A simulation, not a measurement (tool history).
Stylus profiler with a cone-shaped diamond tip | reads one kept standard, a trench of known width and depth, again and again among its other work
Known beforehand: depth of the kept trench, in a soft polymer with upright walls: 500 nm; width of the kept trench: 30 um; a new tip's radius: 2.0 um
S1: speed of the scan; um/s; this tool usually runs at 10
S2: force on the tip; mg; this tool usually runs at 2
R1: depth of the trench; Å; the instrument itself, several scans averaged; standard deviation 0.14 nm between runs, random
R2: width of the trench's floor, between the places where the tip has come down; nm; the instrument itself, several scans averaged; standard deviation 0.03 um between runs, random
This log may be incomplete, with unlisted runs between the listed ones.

{"run": 1, "hour": 0.0, "S1": 10, "S2": 2, "R1": 5056, "R2": 26740}
{"run": 2, "hour": 58.1, "S1": 10, "S2": 4.1, "R1": 5089.5, "R2": 26690}
{"run": 3, "hour": 83.8, "S1": 10, "S2": 4.1, "R1": 5089.6, "R2": 26700}
{"run": 4, "hour": 143.8, "S1": 10, "S2": 2, "R1": 5058.8, "R2": 26650}
{"run": 5, "hour": 191.5, "S1": 10, "S2": 2, "R1": 5061.6, "R2": 26680}
{"run": 6, "hour": 239.5, "S1": 10, "S2": 2, "R1": 5059.7, "R2": 26600}
{"run": 7, "hour": 289.4, "S1": 10, "S2": 2, "R1": 5061.9, "R2": 26570}
{"run": 8, "hour": 329.7, "S1": 10, "S2": 2, "R1": 5063.5, "R2": 26540}
{"hour": 335.6, "done": "height scale calibrated on a step standard"}
{"run": 9, "hour": 384.9, "S1": 10, "S2": 2, "R1": 5068.2, "R2": 26570}
{"run": 10, "hour": 438.3, "S1": 24, "S2": 0.83, "R1": 5045.7, "R2": 26350}
{"run": 11, "hour": 470.7, "S1": 16, "S2": 5.29, "R1": 5116.7, "R2": 26450}
{"run": 12, "hour": 530.6, "S1": 4, "S2": 3.32, "R1": 5090.2, "R2": 26500}
{"run": 13, "hour": 589.0, "S1": 10, "S2": 0.78, "R1": 5048.1, "R2": 26470}

3 ways to go on from here, each from the tool as it stands after run 13. What would each give?
{"run": "A", "hour": 644.4, "S1": 22, "S2": 0.77, "R1": "?", "R2": "?"}
{"run": "B", "hour": 644.4, "S1": 5, "S2": 0.88, "R1": "?", "R2": "?"}
{"run": "C", "hour": 644.4, "S1": 10, "S2": 3.83, "R1": "?", "R2": "?"}

run=A R1=5044.6 R2=26290
run=B R1=5048.6 R2=26410
run=C R1=5099.3 R2=26410
Take away the tool's hidden state, keep each run's random variation, and the runs would have read:
run=A R1=5024.2 R2=27190
run=B R1=5028.2 R2=27310
run=C R1=5078.7 R2=27310
